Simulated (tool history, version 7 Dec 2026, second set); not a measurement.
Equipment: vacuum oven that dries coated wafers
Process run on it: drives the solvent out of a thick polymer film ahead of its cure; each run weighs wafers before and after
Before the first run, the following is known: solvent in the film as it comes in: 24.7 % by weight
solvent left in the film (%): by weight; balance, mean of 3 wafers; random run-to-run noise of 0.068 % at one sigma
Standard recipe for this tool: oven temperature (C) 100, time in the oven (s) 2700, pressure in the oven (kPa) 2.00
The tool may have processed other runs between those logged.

| run | day | oven temperature (C) | time in the oven (s) | pressure in the oven (kPa) | solvent left in the film (%) |
|---|---|---|---|---|---|
| 1 | 0.000 | 100 | 2700 | 2.00 | 4.95 |
| 2 | 3.292 | 100 | 2700 | 2.00 | 5.09 |
| 3 | 5.592 | 100 | 2700 | 2.00 | 4.83 |
| 4 | 7.817 | 100 | 2700 | 2.00 | 5.12 |
| 5 | 10.846 | 87 | 2700 | 2.00 | 10.54 |
| 6 | 14.658 | 100 | 2700 | 2.00 | 4.96 |
| 7 | 18.325 | 100 | 2700 | 2.00 | 4.99 |
| 8 | 22.754 | 100 | 2760 | 2.00 | 4.86 |
| 9 | 26.746 | 100 | 2760 | 2.00 | 4.81 |
| 10 | 29.117 | 100 | 1500 | 2.00 | 9.16 |
| 11 | 33.167 | 100 | 1500 | 2.00 | 9.14 |
| 12 | 35.817 | 100 | 1500 | 2.00 | 9.24 |
| 13 | 39.729 | 100 | 1500 | 2.00 | 9.03 |
| 14 | 43.958 | 100 | 1500 | 2.00 | 9.26 |
| 15 | 47.821 | 100 | 1500 | 2.00 | 9.31 |
| 16 | 52.167 | 100 | 1860 | 2.00 | 7.31 |
| 17 | 56.050 | 100 | 1860 | 2.00 | 7.48 |
| 18 | 59.096 | 100 | 1860 | 2.33 | 7.40 |
| 19 | 61.562 | 105 | 4380 | 7.62 | 4.45 |
| 20 | 64.892 | 93 | 4380 | 2.34 | 5.06 |
| 21 | 67.129 | 93 | 4380 | 2.34 | 5.07 |
| 22 | 71.517 | 101 | 1560 | 1.46 | 8.04 |
| 23 | 75.075 | 93 | 1680 | 2.00 | 11.32 |
| 24 | 77.900 | 93 | 1680 | 2.00 | 11.40 |
| 25 | 82.012 | 86 | 1620 | 2.72 | 14.75 |
| 26 | 84.988 | 86 | 1620 | 2.72 | 14.75 |
| 27 | 87.046 | 100 | 1980 | 6.63 | 9.56 |
| 28 | 89.896 | 109 | 4500 | 5.43 | 2.83 |
| 29 | 92.608 | 108 | 1920 | 2.00 | 4.37 |
| 30 | 96.529 | 108 | 2160 | 1.79 | 3.72 |
| 31 | 100.746 | 108 | 1680 | 1.79 | 5.39 |
| 32 | 105.179 | 108 | 1680 | 1.79 | 5.20 |
| 33 | 109.538 | 103 | 4860 | 6.20 | 4.08 |
| 34 | 112.196 | 114 | 2040 | 3.18 | 2.61 |
| 35 | 116.708 | 94 | 4260 | 4.60 | 6.37 |
| 36 | 121.100 | 86 | 4740 | 1.00 | 6.55 |

Withheld: 3 entries from between the runs. Position of each, and hidden state at the listed run before versus the listed run after:
Run 4 -> run 5: vacuum gauge cleaned of residue and calibrated (day 9.958)
  true wafer temperature over the reading, C: -0.49 -> -0.58; true pressure over the reading, kPa: 0.553 -> -0.024
  measured value less the no-hidden-state value, solvent left in the film (%): +0.47 -> +0.25
Run 15 -> run 16: oven's thermocouples calibrated (day 50.733)
  true wafer temperature over the reading, C: -1.67 -> -0.4; true pressure over the reading, kPa: 0.133 -> 0.15
  measured value less the no-hidden-state value, solvent left in the film (%): +0.76 -> +0.24
Run 32 -> run 33: oven's thermocouples calibrated (day 106.575)
  true wafer temperature over the reading, C: -1.93 -> -0.15; true pressure over the reading, kPa: 0.374 -> 0.391
  measured value less the no-hidden-state value, solvent left in the film (%): +0.85 -> +0.24
